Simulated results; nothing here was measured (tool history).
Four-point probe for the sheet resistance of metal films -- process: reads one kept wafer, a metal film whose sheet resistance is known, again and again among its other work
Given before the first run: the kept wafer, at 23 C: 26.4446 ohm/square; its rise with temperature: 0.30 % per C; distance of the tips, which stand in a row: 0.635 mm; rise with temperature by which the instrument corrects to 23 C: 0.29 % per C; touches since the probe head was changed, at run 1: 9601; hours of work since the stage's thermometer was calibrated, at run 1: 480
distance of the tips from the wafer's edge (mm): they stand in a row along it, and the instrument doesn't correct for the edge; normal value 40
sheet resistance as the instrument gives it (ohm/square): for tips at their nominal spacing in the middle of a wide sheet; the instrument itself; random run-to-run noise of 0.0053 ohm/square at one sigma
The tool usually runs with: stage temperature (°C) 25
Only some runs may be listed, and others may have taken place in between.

run     day  stage temperature (°C)  distance of the tips from the wafer's edge (mm)  touches since the probe head was changed  hours of work since the stage's thermometer was calibrated  sheet resistance as the instrument gives it (ohm/square)
  1   0.000                      25                                               40                                      9601                                                         480                                                 26.474030
  2   0.950                      25                                               40                                     10766                                                         493                                                 26.480054
  3   1.958                      25                                               43                                     11996                                                         507                                                 26.481498
  4   3.412                      25                                               43                                     13781                                                         527                                                 26.470395
  5   4.538                      25                                               64                                     15154                                                         543                                                 26.469385
  6   5.512                      25                                               64                                     16348                                                         556                                                 26.460395
  7   6.500                      25                                               64                                     17561                                                         570                                                 26.459531
  8   7.471                      25                                               64                                     18746                                                         584                                                 26.456034
  9   8.221                      26                                               40                                     19667                                                         594                                                 26.471459
      8.354  -- stage's thermometer calibrated
 10   9.267                      26                                               40                                     20923                                                          13                                                 26.459484
 11  10.612                      26                                               40                                     22571                                                          32                                                 26.457370
 12  11.350                      26                                               40                                     23469                                                          42                                                 26.462114
 13  12.812                      33                                                7                                     25263                                                          62                                                 26.582081
 14  13.550                      26                                               15                                     26163                                                          72                                                 26.470256
 15  14.375                      26                                               15                                     27176                                                          84                                                 26.472366
 16  14.979                      26                                                5                                     27916                                                          92                                                 26.676572
     15.188  -- stage's thermometer calibrated, once more
 17  16.458                      22                                                4                                     29700                                                          18                                                 26.791732
 18  17.467                      20                                                6                                     30935                                                          32                                                 26.598223
 19  18.408                      25                                               14                                     32088                                                          45                                                 26.478526
 20  19.608                      25                                               14                                     33559                                                          62                                                 26.484956
 21  21.083                      19                                               40                                     35361                                                          82                                                 26.433209
 22  22.279                      19                                               40                                     36829                                                          99                                                 26.437244
 23  23.608                      19                                               40                                     38453                                                         117                                                 26.424843

Alternative continuations, all from the tool just after run 23; predict every row:
  A  24.529                      21                                                3                                     39580                                                         130                                                         ?
  B  24.529                      18                                               35                                     39580                                                         130                                                         ?
  C  24.529                      32                                               40                                     39580                                                         130                                                         ?
  D  24.529                      31                                               44                                     39580                                                         130                                                         ?

run  sheet resistance as the instrument gives it (ohm/square)
  A                                                 27.051064
  B                                                 26.421989
  C                                                 26.457576
  D                                                 26.459209
Without the tool's hidden state the same runs would have given:
run  sheet resistance as the instrument gives it (ohm/square)
  A                                                 27.063265
  B                                                 26.433952
  C                                                 26.469419
  D                                                 26.471063
